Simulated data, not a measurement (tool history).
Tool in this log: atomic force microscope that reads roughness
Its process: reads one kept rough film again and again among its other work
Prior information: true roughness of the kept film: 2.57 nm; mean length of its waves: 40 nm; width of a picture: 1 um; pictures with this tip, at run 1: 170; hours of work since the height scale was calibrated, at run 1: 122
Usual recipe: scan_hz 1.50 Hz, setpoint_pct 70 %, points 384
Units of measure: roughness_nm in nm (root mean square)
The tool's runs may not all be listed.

run	hour	scan_hz	setpoint_pct	points	pictures with this tip	hours of work since the height scale was calibrated	roughness_nm
1	0.0	1.50	70	384	170	122	2.206
2	17.9	1.50	70	435	210	136	2.177
3	38.7	1.50	70	435	257	152	2.142
# hour 47.5: new tip fitted
4	55.6	1.50	70	269	18	165	2.321
5	77.6	1.50	70	665	67	182	2.282
6	95.3	1.50	70	665	107	195	2.271
7	114.5	1.50	70	665	150	210	2.228
8	125.6	1.50	70	301	175	219	2.188
9	137.9	1.50	77	301	202	228	2.141
10	152.9	1.50	77	301	236	240	2.100
11	165.2	1.50	62	384	264	249	2.202
# hour 170.0: new tip fitted
12	176.7	1.50	62	384	16	258	2.380
13	188.7	1.50	62	384	42	267	2.377
14	202.3	1.50	62	384	73	278	2.332
15	220.4	1.11	62	384	114	292	2.336
16	236.6	1.11	62	384	150	304	2.285
17	246.2	1.50	70	384	171	311	2.203
18	266.6	0.56	70	384	217	327	2.254
19	280.1	0.56	70	384	248	338	2.218
# hour 291.7: new tip fitted
20	293.5	1.12	70	384	4	348	2.378
21	314.9	1.50	70	384	52	364	2.328
22	326.8	1.50	70	384	78	373	2.268
23	348.6	1.50	70	384	127	390	2.218
24	370.4	3.70	70	384	176	407	2.051
25	386.2	1.50	70	384	212	419	2.170
26	403.2	1.50	70	384	250	432	2.135
# hour 413.8: new tip fitted
27	418.4	2.12	77	445	10	443	2.239
28	428.5	3.21	56	300	33	451	2.336
29	444.7	0.54	61	384	69	464	2.407
30	453.8	2.41	61	423	89	471	2.293
31	469.0	2.41	61	423	123	483	2.239
32	485.4	2.41	61	423	160	495	2.215
33	500.9	1.55	67	562	195	507	2.225
34	513.3	1.55	67	562	223	517	2.193
35	532.9	0.95	71	384	267	532	2.181
# hour 536.0: new tip fitted
36	554.9	0.95	56	902	42	548	2.432
37	576.0	0.95	56	902	90	565	2.379
38	592.2	1.71	58	384	126	577	2.290
39	608.2	1.71	58	384	162	590	2.267
40	627.6	1.56	67	636	206	605	2.192
41	638.5	2.72	67	636	230	613	2.135
42	651.4	2.72	67	636	259	623	2.108
# hour 658.3: new tip fitted
43	673.3	0.76	70	621	34	639	2.405
44	691.6	0.76	70	621	75	654	2.358
45	706.0	1.93	79	299	108	665	2.163
46	724.1	2.10	76	949	148	679	2.148
47	734.8	0.61	76	985	172	687	2.257

Run 48 comes next. What will it give?
48	746.5	1.54	68	263	198	696	?

roughness_nm: 2.186 nm (root mean square)
Were there no unlogged condition in the tool, this run, its random variation unchanged, would have produced roughness_nm 2.349 nm (root mean square).

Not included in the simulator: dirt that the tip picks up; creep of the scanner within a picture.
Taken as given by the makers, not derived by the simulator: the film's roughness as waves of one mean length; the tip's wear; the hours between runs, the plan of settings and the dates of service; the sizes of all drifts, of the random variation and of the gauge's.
